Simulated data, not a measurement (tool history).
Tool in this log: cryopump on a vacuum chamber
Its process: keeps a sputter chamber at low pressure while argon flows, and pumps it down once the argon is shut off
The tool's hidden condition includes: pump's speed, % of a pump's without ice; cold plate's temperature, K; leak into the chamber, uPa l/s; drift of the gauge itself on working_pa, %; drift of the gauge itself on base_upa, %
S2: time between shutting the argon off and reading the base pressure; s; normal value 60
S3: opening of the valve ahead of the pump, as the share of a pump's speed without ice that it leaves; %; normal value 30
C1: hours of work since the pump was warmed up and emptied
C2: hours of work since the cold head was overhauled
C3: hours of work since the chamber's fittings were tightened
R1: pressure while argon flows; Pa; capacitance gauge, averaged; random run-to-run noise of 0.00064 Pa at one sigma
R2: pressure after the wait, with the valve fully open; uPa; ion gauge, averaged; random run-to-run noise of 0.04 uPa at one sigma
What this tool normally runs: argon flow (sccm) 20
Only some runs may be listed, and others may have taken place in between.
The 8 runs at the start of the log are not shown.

run 9 hour=106.1 | argon_flow_(sccm)=20 S2=62 S3=16 | C1=184 C2=184 C3=3191 | R1=0.1872 R2=5.48
run 10 hour=115.2 | argon_flow_(sccm)=20 S2=62 S3=16 | C1=190 C2=190 C3=3197 | R1=0.1877 R2=5.34
run 11 hour=128.1 | argon_flow_(sccm)=20 S2=60 S3=24 | C1=198 C2=198 C3=3205 | R1=0.1253 R2=5.48
run 12 hour=143.8 | argon_flow_(sccm)=20 S2=60 S3=30 | C1=207 C2=207 C3=3214 | R1=0.1005 R2=5.61
run 13 hour=155.4 | argon_flow_(sccm)=20 S2=60 S3=30 | C1=214 C2=214 C3=3221 | R1=0.1005 R2=5.7
run 14 hour=164.9 | argon_flow_(sccm)=20 S2=60 S3=30 | C1=220 C2=220 C3=3227 | R1=0.1011 R2=5.6
run 15 hour=179.1 | argon_flow_(sccm)=20 S2=60 S3=30 | C1=228 C2=228 C3=3235 | R1=0.1021 R2=5.68
run 16 hour=190.6 | argon_flow_(sccm)=20 S2=60 S3=30 | C1=235 C2=235 C3=3242 | R1=0.1024 R2=5.62
run 17 hour=206.1 | argon_flow_(sccm)=20 S2=60 S3=30 | C1=245 C2=245 C3=3252 | R1=0.1019 R2=5.61
run 18 hour=218.8 | argon_flow_(sccm)=9 S2=60 S3=16 | C1=252 C2=252 C3=3259 | R1=0.0846 R2=5.6
run 19 hour=231.8 | argon_flow_(sccm)=20 S2=60 S3=29 | C1=260 C2=260 C3=3267 | R1=0.1058 R2=5.63
run 20 hour=247 | argon_flow_(sccm)=25 S2=60 S3=20 | C1=270 C2=270 C3=3276 | R1=0.1888 R2=5.54
run 21 hour=255.1 | argon_flow_(sccm)=16 S2=71 S3=15 | C1=274 C2=274 C3=3281 | R1=0.1609 R2=5.22
run 22 hour=267.6 | argon_flow_(sccm)=16 S2=71 S3=15 | C1=282 C2=282 C3=3289 | R1=0.1606 R2=5.33
run 23 hour=281.5 | argon_flow_(sccm)=16 S2=71 S3=15 | C1=290 C2=290 C3=3297 | R1=0.1612 R2=5.35
run 24 hour=288.9 | argon_flow_(sccm)=15 S2=51 S3=30 | C1=295 C2=295 C3=3302 | R1=0.0764 R2=6.16
run 25 hour=299.6 | argon_flow_(sccm)=32 S2=60 S3=40 | C1=301 C2=301 C3=3308 | R1=0.1233 R2=5.66
run 26 hour=316.5 | argon_flow_(sccm)=20 S2=45 S3=30 | C1=312 C2=312 C3=3319 | R1=0.101 R2=6.5
run 27 hour=324.9 | argon_flow_(sccm)=20 S2=27 S3=49 | C1=317 C2=317 C3=3324 | R1=0.0626 R2=8.13
run 28 hour=340.7 | argon_flow_(sccm)=8 S2=86 S3=16 | C1=326 C2=326 C3=3333 | R1=0.0745 R2=5.31
run 29 hour=351.3 | argon_flow_(sccm)=8 S2=86 S3=16 | C1=333 C2=333 C3=3340 | R1=0.075 R2=5.15
run 30 hour=367.3 | argon_flow_(sccm)=8 S2=86 S3=16 | C1=342 C2=342 C3=3349 | R1=0.0765 R2=5.32
run 31 hour=374.3 | argon_flow_(sccm)=8 S2=86 S3=16 | C1=347 C2=347 C3=3354 | R1=0.0748 R2=5.42
run 32 hour=390.9 | argon_flow_(sccm)=16 S2=22 S3=39 | C1=357 C2=357 C3=3364 | R1=0.065 R2=9.59
run 33 hour=399.2 | argon_flow_(sccm)=16 S2=22 S3=39 | C1=362 C2=362 C3=3369 | R1=0.0635 R2=9.47

Below are 4 alternative next runs, each starting from the tool's condition after run 33. Predict each:
run A hour=410.5 | argon_flow_(sccm)=31 S2=60 S3=30 | C1=369 C2=369 C3=3375 | R1=? R2=?
run B hour=410.5 | argon_flow_(sccm)=18 S2=60 S3=30 | C1=369 C2=369 C3=3375 | R1=? R2=?
run C hour=410.5 | argon_flow_(sccm)=24 S2=103 S3=28 | C1=369 C2=369 C3=3375 | R1=? R2=?
run D hour=410.5 | argon_flow_(sccm)=16 S2=48 S3=39 | C1=369 C2=369 C3=3375 | R1=? R2=?

run=A R1=0.1599 R2=5.92
run=B R1=0.0926 R2=5.87
run=C R1=0.1329 R2=5.11
run=D R1=0.0643 R2=6.41
Without the tool's unlogged condition, the same runs would have read:
run=A R1=0.1536 R2=2.27
run=B R1=0.089 R2=2.26
run=C R1=0.128 R2=1.45
run=D R1=0.061 R2=2.77
